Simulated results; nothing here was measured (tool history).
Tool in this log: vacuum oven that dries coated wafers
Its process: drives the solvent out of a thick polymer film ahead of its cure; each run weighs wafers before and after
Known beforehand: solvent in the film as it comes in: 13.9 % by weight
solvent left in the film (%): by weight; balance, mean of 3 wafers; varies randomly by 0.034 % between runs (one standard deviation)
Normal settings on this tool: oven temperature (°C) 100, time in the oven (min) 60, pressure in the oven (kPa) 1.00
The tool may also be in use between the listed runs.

{"run": 1, "hour": 0.0, "oven temperature (°C)": 100, "time in the oven (min)": 60, "pressure in the oven (kPa)": 1.0, "solvent left in the film (%)": 3.84}
{"run": 2, "hour": 101.6, "oven temperature (°C)": 100, "time in the oven (min)": 44, "pressure in the oven (kPa)": 1.0, "solvent left in the film (%)": 5.05}
{"run": 3, "hour": 161.6, "oven temperature (°C)": 100, "time in the oven (min)": 60, "pressure in the oven (kPa)": 2.93, "solvent left in the film (%)": 5.92}
{"run": 4, "hour": 268.1, "oven temperature (°C)": 100, "time in the oven (min)": 60, "pressure in the oven (kPa)": 2.93, "solvent left in the film (%)": 6.0}
{"run": 5, "hour": 314.6, "oven temperature (°C)": 100, "time in the oven (min)": 60, "pressure in the oven (kPa)": 2.93, "solvent left in the film (%)": 5.84}
{"run": 6, "hour": 378.3, "oven temperature (°C)": 100, "time in the oven (min)": 60, "pressure in the oven (kPa)": 1.0, "solvent left in the film (%)": 3.83}
{"run": 7, "hour": 426.4, "oven temperature (°C)": 100, "time in the oven (min)": 60, "pressure in the oven (kPa)": 1.0, "solvent left in the film (%)": 3.9}
{"run": 8, "hour": 529.2, "oven temperature (°C)": 100, "time in the oven (min)": 60, "pressure in the oven (kPa)": 1.0, "solvent left in the film (%)": 3.9}
{"run": 9, "hour": 597.9, "oven temperature (°C)": 100, "time in the oven (min)": 60, "pressure in the oven (kPa)": 1.0, "solvent left in the film (%)": 3.88}
{"run": 10, "hour": 682.2, "oven temperature (°C)": 100, "time in the oven (min)": 60, "pressure in the oven (kPa)": 1.54, "solvent left in the film (%)": 4.48}
{"run": 11, "hour": 781.6, "oven temperature (°C)": 100, "time in the oven (min)": 60, "pressure in the oven (kPa)": 1.0, "solvent left in the film (%)": 3.86}
{"run": 12, "hour": 832.2, "oven temperature (°C)": 100, "time in the oven (min)": 60, "pressure in the oven (kPa)": 1.0, "solvent left in the film (%)": 3.8}
{"run": 13, "hour": 923.2, "oven temperature (°C)": 100, "time in the oven (min)": 60, "pressure in the oven (kPa)": 1.0, "solvent left in the film (%)": 3.84}
{"run": 14, "hour": 970.8, "oven temperature (°C)": 100, "time in the oven (min)": 36, "pressure in the oven (kPa)": 1.0, "solvent left in the film (%)": 5.81}
{"hour": 1023.2, "done": "vacuum gauge cleaned of residue and calibrated"}
{"run": 15, "hour": 1065.0, "oven temperature (°C)": 100, "time in the oven (min)": 36, "pressure in the oven (kPa)": 1.0, "solvent left in the film (%)": 5.71}
{"run": 16, "hour": 1176.4, "oven temperature (°C)": 95, "time in the oven (min)": 75, "pressure in the oven (kPa)": 3.22, "solvent left in the film (%)": 7.18}
{"run": 17, "hour": 1252.3, "oven temperature (°C)": 95, "time in the oven (min)": 75, "pressure in the oven (kPa)": 3.22, "solvent left in the film (%)": 7.16}
{"run": 18, "hour": 1329.0, "oven temperature (°C)": 88, "time in the oven (min)": 49, "pressure in the oven (kPa)": 3.65, "solvent left in the film (%)": 10.83}

What will run 19 give?
{"run": 19, "hour": 1404.2, "oven temperature (°C)": 105, "time in the oven (min)": 60, "pressure in the oven (kPa)": 1.15, "solvent left in the film (%)": "?"}

{"run 19": {"solvent left in the film (%)": 2.65}}
Were there no unlogged condition in the tool, this run, its random variation unchanged, would have produced solvent left in the film (%) 2.65.
